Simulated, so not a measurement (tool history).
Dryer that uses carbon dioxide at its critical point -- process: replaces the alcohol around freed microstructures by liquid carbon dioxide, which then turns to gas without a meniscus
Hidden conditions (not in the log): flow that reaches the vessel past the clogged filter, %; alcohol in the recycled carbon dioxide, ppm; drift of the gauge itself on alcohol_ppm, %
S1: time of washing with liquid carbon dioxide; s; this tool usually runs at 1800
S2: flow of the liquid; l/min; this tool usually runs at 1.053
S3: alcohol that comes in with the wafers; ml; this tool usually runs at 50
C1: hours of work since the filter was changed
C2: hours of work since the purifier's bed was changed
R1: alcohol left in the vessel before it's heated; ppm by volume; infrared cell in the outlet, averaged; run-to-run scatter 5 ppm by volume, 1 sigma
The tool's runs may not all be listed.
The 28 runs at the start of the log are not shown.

run    hour    S1     S2  S3   C1   C2   R1
 29  1084.4  2520   1.53  22   70  503  265
 30  1112.7  2520   1.46  26   89  522  260
     1153.5  -- purifier's bed changed
 31  1160.2  2520   1.46  26  121    5    9
 32  1188.5  2520   1.46  26  141   25   19
 33    1241  1380  1.053  24  178   62   54
 34    1292  1380  1.053  24  214   98   80
 35  1316.2  2220    1.7  72  231  115   62
 36  1364.2  2220    1.7  72  265  148   89
 37  1404.6  1200  1.053  70  293  177  251
 38  1430.4  1200  1.053  26  311  195  173
 39    1453  1200  1.053  26  327  211  174
 40    1492  1500   1.06  50  355  239  158
 41  1524.9  2520  1.053  45  378  262  144
 42  1558.1  1920   1.18  50  401  285  159
 43  1592.8  1920   1.18  50  426  310  172
 44  1629.8  1920   0.87  55  452  336  209
 45  1681.6  1920   0.87  55  488  372  228
     1717.7  -- inlet filter changed
 46  1732.5  2340   0.95  31   10  407  218
 47  1766.8  2340   0.95  31   35  432  212
 48  1792.8  2340   0.95  31   53  450  242

Predict each of these 3 candidate next runs independently; none follows another, all start after run 48:
  A  1832.5  1800   1.51  30  81  478   ?
  B  1832.5  2340  1.053  50  81  478   ?
  C  1832.5  2640   0.87  21  81  478   ?

run   R1
  A  260
  B  245
  C  250
With the hidden condition removed and each run's random variation left untouched, the same runs would have given:
run  R1
  A  14
  B   1
  C   1
